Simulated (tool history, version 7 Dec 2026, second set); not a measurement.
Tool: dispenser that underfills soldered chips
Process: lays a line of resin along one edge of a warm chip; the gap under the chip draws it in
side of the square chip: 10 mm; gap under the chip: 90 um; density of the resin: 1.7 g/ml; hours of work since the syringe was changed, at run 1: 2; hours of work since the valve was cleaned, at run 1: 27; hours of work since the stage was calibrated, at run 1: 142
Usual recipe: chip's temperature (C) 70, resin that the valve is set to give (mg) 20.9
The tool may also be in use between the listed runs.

run	hour	chip's temperature (C)	resin that the valve is set to give (mg)	hours of work since the syringe was changed	hours of work since the valve was cleaned	hours of work since the stage was calibrated	time until the resin shows at the far edge (s)	resin that the valve gave (mg)
1	0	70	20.9	2	27	142	68.1	20.59
# hour 7.9: new syringe of resin
2	8.4	70	20.9	0	32	147	58.3	20.46
3	16.2	66	20.9	5	37	152	101.5	20.39
# hour 19.5: new syringe of resin
4	23	66	20.9	2	41	156	81.6	20.3
# hour 26.4: dispensing valve cleaned and set on the balance
5	30.7	60	20.9	6	3	160	145.1	20.89
# hour 32.4: new syringe of resin
6	36.6	70	20.9	3	6	163	70.4	20.81
7	40.5	70	20.9	5	8	166	84.5	20.85
# hour 43.8: new syringe of resin
8	49.5	70	20.9	3	14	171	75.5	20.79
# hour 55.1: new syringe of resin
9	56.9	70	20.9	1	18	175	61.9	20.7
10	61.2	70	19	4	21	178	79.1	18.75
# hour 66.5: new syringe of resin
11	66.5	70	26.4	0	24	181	56.1	25.89
12	73.4	70	20.6	4	28	185	82.2	20.28
# hour 78.1: new syringe of resin
13	82	70	20.6	2	33	190	68.4	20.15
# hour 89.4: new syringe of resin
14	89.4	61	20.9	0	37	195	86.3	20.42
15	93.6	66	20.9	3	40	197	83.6	20.3
# hour 98.3: dispensing valve cleaned and set on the balance
16	98.8	81	22.6	5	0	200	53.3	22.68
# hour 102: new syringe of resin
17	104.2	56	19.7	1	3	203	120.2	19.59
18	108.4	56	19.7	4	6	206	146	19.73
# hour 113.3: new syringe of resin
19	115.9	74	22.4	2	10	210	53.5	22.21
20	120.4	65	19	4	13	213	101	18.84
# hour 124.9: new syringe of resin
21	127.2	64	18.5	1	17	217	87.1	18.37
22	132.8	63	18.5	5	21	220	120.4	18.29
# hour 136.1: new syringe of resin
23	138.7	71	24.8	2	24	224	60.6	24.5
24	145.8	66	23.1	6	28	228	105.2	22.68
# hour 147.5: new syringe of resin
25	152.1	57	19.8	3	32	232	133.8	19.38
26	156.8	69	26.6	6	35	234	94.3	25.88
# hour 158.8: new syringe of resin
27	163.2	70	26.5	3	39	238	69.9	25.92

Alternative continuations, all from the tool just after run 27; predict every row:
# hour 170.4: dispensing valve cleaned and set on the balance
# hour 171.3: new syringe of resin
A	171.6	73	26.2	0	1	243	?	?
# hour 170.4: dispensing valve cleaned and set on the balance
# hour 171.3: new syringe of resin
B	171.6	58	27	0	1	243	?	?
# hour 170.4: dispensing valve cleaned and set on the balance
# hour 171.3: new syringe of resin
C	171.6	78	22.3	0	1	243	?	?

run	time until the resin shows at the far edge (s)	resin that the valve gave (mg)
A	50.4	26.14
B	96.7	26.93
C	40.4	22.35
Had the tool no hidden state, the same runs would have come out as:
run	time until the resin shows at the far edge (s)	resin that the valve gave (mg)
A	47.4	26.16
B	90.7	26.95
C	38.1	22.37
